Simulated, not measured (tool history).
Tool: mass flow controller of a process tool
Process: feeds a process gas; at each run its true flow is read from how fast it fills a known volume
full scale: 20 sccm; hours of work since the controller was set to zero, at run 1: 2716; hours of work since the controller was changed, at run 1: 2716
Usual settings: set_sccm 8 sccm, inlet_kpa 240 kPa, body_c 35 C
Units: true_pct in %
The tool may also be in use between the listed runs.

run	hour	set_sccm	inlet_kpa	body_c	hours of work since the controller was set to zero	hours of work since the controller was changed	true_pct
1	0	8	240	35	2716	2716	98.49
2	114.9	8	240	27	2755	2755	98.95
3	309.4	3	240	35	2821	2821	98.18
4	477.5	3	240	35	2879	2879	98.2
5	664.6	3	240	35	2942	2942	98.33
6	844.8	3	240	35	3004	3004	98.24
7	975.2	8	240	35	3048	3048	98.5
8	1090.4	8	240	35	3088	3088	98.6
9	1183.5	8	240	35	3119	3119	98.63
10	1302.1	8	240	35	3160	3160	98.62
11	1414.4	8	240	35	3198	3198	98.61
12	1530.8	9	240	35	3238	3238	98.8
13	1717.3	9	240	35	3301	3301	98.79
14	1927.9	9	240	35	3373	3373	98.87
15	2095.7	9	240	35	3430	3430	98.86
16	2256	9	240	35	3485	3485	98.75
17	2476.1	9	240	35	3560	3560	98.91
18	2689.3	6	240	35	3633	3633	98.69
19	2784.6	8	240	35	3665	3665	98.96
20	2911.8	8	240	35	3709	3709	98.64
21	3030.4	8	274	35	3749	3749	98.79
22	3186.7	8	147	35	3802	3802	99.14
23	3295.8	8	240	35	3840	3840	99.02
24	3485.1	8	240	35	3904	3904	99.01
25	3617.4	3	237	30	3949	3949	99.04
26	3802.2	3	143	34	4012	4012	98.96
27	4023.9	3	143	34	4088	4088	99.14
28	4129.6	7	142	38	4124	4124	99
29	4265.1	9	151	26	4170	4170	99.98
30	4433.1	8	186	35	4227	4227	99.28
31	4596	8	186	35	4283	4283	99.27
# hour 4646.6: controller's zero set anew
# hour 4777.5: gauge calibrated
32	4819.9	8	186	35	59	4359	98.68
33	5033.7	8	182	39	132	4432	98.37
34	5227.8	8	182	39	198	4498	98.43
35	5458.4	7	172	22	277	4577	99.47
36	5551	8	183	22	308	4608	99.65
37	5654.6	8	183	22	344	4644	99.67
38	5835.6	15	184	25	405	4705	99.9
39	6026.3	3	184	25	470	4770	99.25
40	6154.1	8	154	35	514	4814	98.94
41	6300	4	240	23	564	4864	99.31
42	6413.6	4	240	23	603	4903	99.23
43	6595.5	4	240	23	664	4965	99.4
44	6707	8	170	35	703	5003	98.99
45	6844.1	6	218	35	749	5049	98.78
46	6985.4	12	225	35	797	5098	99.1
47	7078.9	12	225	35	829	5129	99.28
48	7308.4	10	152	30	908	5208	99.54

Hidden state at the last listed run before each entry between runs and at the first one after, where it differs:
Between runs 31 and 32: controller's zero set anew (hour 4646.6); gauge calibrated (hour 4777.5)
  flow at rest that the sensor doesn't see, % of full scale: -0.005 -> 0; drift of the gauge itself on true_pct, %: 0.72 -> 0.01
  measured less the result without the state, true_pct: +0.68 -> -0.01 %
